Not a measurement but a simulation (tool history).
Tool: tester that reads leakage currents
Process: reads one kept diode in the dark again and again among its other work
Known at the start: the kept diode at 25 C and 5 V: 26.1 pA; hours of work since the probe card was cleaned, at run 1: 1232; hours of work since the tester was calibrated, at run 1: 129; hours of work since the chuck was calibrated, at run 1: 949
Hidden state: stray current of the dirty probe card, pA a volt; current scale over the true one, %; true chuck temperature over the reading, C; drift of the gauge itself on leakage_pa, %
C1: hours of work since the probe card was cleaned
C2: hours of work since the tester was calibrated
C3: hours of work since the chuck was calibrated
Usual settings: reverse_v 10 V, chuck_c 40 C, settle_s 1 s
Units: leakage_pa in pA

Run 1, hour 0: usual settings; C1 1232; C2 129; C3 949. Result: leakage_pa 134.07 pA.
Run 2, hour 28.9: usual settings; C1 1251; C2 148; C3 968. Result: leakage_pa 134.4 pA.
Run 3, hour 96.3: usual settings but chuck_c 33 C; C1 1295; C2 192; C3 1013. Result: leakage_pa 80.36 pA.
Run 4, hour 158.4: usual settings but chuck_c 33 C; C1 1336; C2 233; C3 1054. Result: leakage_pa 80.72 pA.
Run 5, hour 225.6: usual settings but chuck_c 33 C; C1 1381; C2 277; C3 1098. Result: leakage_pa 80.69 pA.
Run 6, hour 256.6: usual settings; C1 1401; C2 298; C3 1118. Result: leakage_pa 135.89 pA.
Run 7, hour 312.2: usual settings; C1 1438; C2 334; C3 1155. Result: leakage_pa 135.66 pA.
Run 8, hour 367.8: usual settings; C1 1474; C2 371; C3 1192. Result: leakage_pa 137.18 pA.
Run 9, hour 418.4: usual settings; C1 1508; C2 404; C3 1225. Result: leakage_pa 135.68 pA.
Run 10, hour 449.2: usual settings; C1 1528; C2 425; C3 1245. Result: leakage_pa 135.95 pA.
Run 11, hour 502.5: usual settings; C1 1563; C2 460; C3 1280. Result: leakage_pa 136.83 pA.
Run 12, hour 532.9: usual settings but settle_s 1.96 s; C1 1583; C2 480; C3 1300. Result: leakage_pa 135.04 pA.
Run 13, hour 583.7: usual settings but settle_s 1.96 s; C1 1617; C2 513; C3 1334. Result: leakage_pa 135.2 pA.
Run 14, hour 635.5: usual settings but settle_s 1.96 s; C1 1651; C2 547; C3 1368. Result: leakage_pa 135.09 pA.
Run 15, hour 665.7: usual settings but settle_s 4.29 s; C1 1671; C2 567; C3 1388. Result: leakage_pa 135.23 pA.
Run 16, hour 708.6: usual settings; C1 1699; C2 596; C3 1416. Result: leakage_pa 138.26 pA.
Run 17, hour 745.5: usual settings; C1 1723; C2 620; C3 1440. Result: leakage_pa 137.77 pA.
Run 18, hour 795.3: usual settings; C1 1756; C2 653; C3 1473. Result: leakage_pa 138.21 pA.
Run 19, hour 826.7: usual settings but chuck_c 33 C; C1 1777; C2 673; C3 1494. Result: leakage_pa 82.44 pA.
Run 20, hour 863.6: usual settings but chuck_c 33 C; C1 1801; C2 698; C3 1518. Result: leakage_pa 82.38 pA.
Run 21, hour 903.8: usual settings but reverse_v 1.2 V, chuck_c 21 C; C1 1827; C2 724; C3 1545. Result: leakage_pa 9.91 pA.
Run 22, hour 948.1: usual settings but reverse_v 1.2 V, chuck_c 21 C; C1 1857; C2 753; C3 1574. Result: leakage_pa 9.93 pA.
Run 23, hour 1009.4: usual settings but reverse_v 1.2 V, chuck_c 21 C; C1 1897; C2 794; C3 1614. Result: leakage_pa 9.97 pA.
Run 24, hour 1037.9: usual settings but reverse_v 1.2 V, chuck_c 21 C; C1 1916; C2 813; C3 1633. Result: leakage_pa 9.93 pA.
Run 25, hour 1072: usual settings but reverse_v 1.2 V, chuck_c 21 C; C1 1938; C2 835; C3 1656. Result: leakage_pa 10 pA.
Run 26, hour 1107.6: usual settings but reverse_v 4.4 V, settle_s 0.9 s; C1 1962; C2 859; C3 1679. Result: leakage_pa 89.62 pA.
Run 27, hour 1163.3: usual settings but reverse_v 5.5 V, chuck_c 34 C, settle_s 0.33 s; C1 1998; C2 895; C3 1716. Result: leakage_pa 68.82 pA.
Run 28, hour 1198.3: usual settings but reverse_v 3 V; C1 2022; C2 918; C3 1739. Result: leakage_pa 72.87 pA.
At hour 1203.4: tester calibrated.
Run 29, hour 1254.1: usual settings but reverse_v 3 V; C1 2057; C2 33; C3 1774. Result: leakage_pa 72.9 pA.
Run 30, hour 1324: usual settings but reverse_v 7.6 V, chuck_c 36 C, settle_s 0.35 s; C1 2103; C2 79; C3 1820. Result: leakage_pa 95.11 pA.
At hour 1337.6: tester calibrated, once more.
Run 31, hour 1377.9: usual settings but reverse_v 7.6 V, chuck_c 36 C, settle_s 0.35 s; C1 2137; C2 27; C3 1854. Result: leakage_pa 94.72 pA.
Run 32, hour 1416.1: usual settings but reverse_v 6.5 V, chuck_c 26 C, settle_s 1.82 s; C1 2162; C2 52; C3 1880. Result: leakage_pa 38.08 pA.
Run 33, hour 1477.6: usual settings but reverse_v 16.6 V, chuck_c 22 C, settle_s 4.54 s; C1 2203; C2 92; C3 1920. Result: leakage_pa 46.43 pA.
Run 34, hour 1546: usual settings but reverse_v 8.9 V, chuck_c 59 C; C1 2248; C2 137; C3 1965. Result: leakage_pa 498.54 pA.
Run 35, hour 1612.2: usual settings but reverse_v 8.7 V, settle_s 7.04 s; C1 2292; C2 181; C3 2009. Result: leakage_pa 127.72 pA.
Run 36, hour 1642: usual settings but chuck_c 31 C, settle_s 1.9 s; C1 2311; C2 201; C3 2029. Result: leakage_pa 71.53 pA.
At hour 1649.4: chuck's temperature calibrated.
Run 37, hour 1681.9: usual settings but chuck_c 31 C, settle_s 1.9 s; C1 2336; C2 226; C3 21. Result: leakage_pa 65.52 pA.
Run 38, hour 1744: usual settings but chuck_c 31 C, settle_s 1.9 s; C1 2377; C2 266; C3 62. Result: leakage_pa 65.86 pA.
Run 39, hour 1774.9: usual settings but chuck_c 39 C, settle_s 8.11 s; C1 2397; C2 287; C3 83. Result: leakage_pa 117.99 pA.

3 ways to go on from here, each from the tool as it stands after run 39. What would each give?
Run A, hour 1808: usual settings but reverse_v 1.7 V, chuck_c 33 C, settle_s 3.52 s; C1 2419; C2 309; C3 104. Result: leakage_pa ?.
Run B, hour 1808: usual settings but reverse_v 18.8 V, chuck_c 39 C, settle_s 8.11 s; C1 2419; C2 309; C3 104. Result: leakage_pa ?.
Run C, hour 1808: usual settings but reverse_v 7.4 V, chuck_c 21 C, settle_s 0.61 s; C1 2419; C2 309; C3 104. Result: leakage_pa ?.

run  leakage_pa
  A       28.89
  B      165.79
  C       28.75
Without the tool's hidden state the same runs would have given:
run  leakage_pa
  A       28.61
  B      162.36
  C       27.29
